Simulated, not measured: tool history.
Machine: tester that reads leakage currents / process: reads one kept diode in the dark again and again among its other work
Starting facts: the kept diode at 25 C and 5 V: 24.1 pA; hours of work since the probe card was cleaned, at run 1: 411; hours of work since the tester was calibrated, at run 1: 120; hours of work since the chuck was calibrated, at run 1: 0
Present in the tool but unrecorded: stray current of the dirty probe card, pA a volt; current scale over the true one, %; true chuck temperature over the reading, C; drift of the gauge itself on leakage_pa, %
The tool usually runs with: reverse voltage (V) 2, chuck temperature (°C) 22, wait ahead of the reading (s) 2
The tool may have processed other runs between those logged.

| run | hour | reverse voltage (V) | chuck temperature (°C) | wait ahead of the reading (s) | hours of work since the probe card was cleaned | hours of work since the tester was calibrated | hours of work since the chuck was calibrated | current that the tester gives (pA) |
|---|---|---|---|---|---|---|---|---|
| 1 | 0 | 2 | 22 | 2 | 411 | 120 | 0 | 12.18 |
| 2 | 159.3 | 2 | 55 | 2 | 482 | 191 | 71 | 163.26 |
| 3 | 275.6 | 2 | 22 | 2 | 533 | 242 | 122 | 12.44 |
| 4 | 437 | 2 | 22 | 2 | 605 | 314 | 194 | 12.69 |
| 5 | 674.9 | 2 | 22 | 4.75 | 710 | 419 | 299 | 12.82 |
| 6 | 798.8 | 2 | 33 | 4.75 | 765 | 474 | 354 | 31.19 |
| 7 | 960 | 2.36 | 20 | 9.2 | 836 | 545 | 425 | 12.21 |
| 8 | 1152.8 | 1.25 | 22 | 0.58 | 922 | 631 | 511 | 10.25 |
| 9 | 1403.1 | 1.25 | 22 | 0.58 | 1033 | 742 | 622 | 10.4 |
| 10 | 1528.3 | 2.97 | 50 | 2 | 1088 | 797 | 677 | 144.32 |
| 11 | 1747.8 | 2.97 | 50 | 2 | 1186 | 894 | 774 | 145.33 |
| 12 | 1965.3 | 2.97 | 52 | 2 | 1282 | 991 | 871 | 169.44 |

Some steps in current that the tester gives (pA), run to run, broken into two amounts with sign: the step expected even without the hidden condition (settings, incoming material, random variation), and the rest, left for the hidden condition together with whatever gauge scatter is not in both the measured and the hidden-condition-free result:
Run 1 -> 2: chuck temperature (°C) 22 -> 55. current that the tester gives (pA) +151.08: hidden state +2.42, all else +148.66.
Run 9 -> 10: reverse voltage (V) 1.25 -> 2.97, chuck temperature (°C) 22 -> 50, wait ahead of the reading (s) 0.58 -> 2. current that the tester gives (pA) +133.92: hidden state +5.7, all else +128.22.
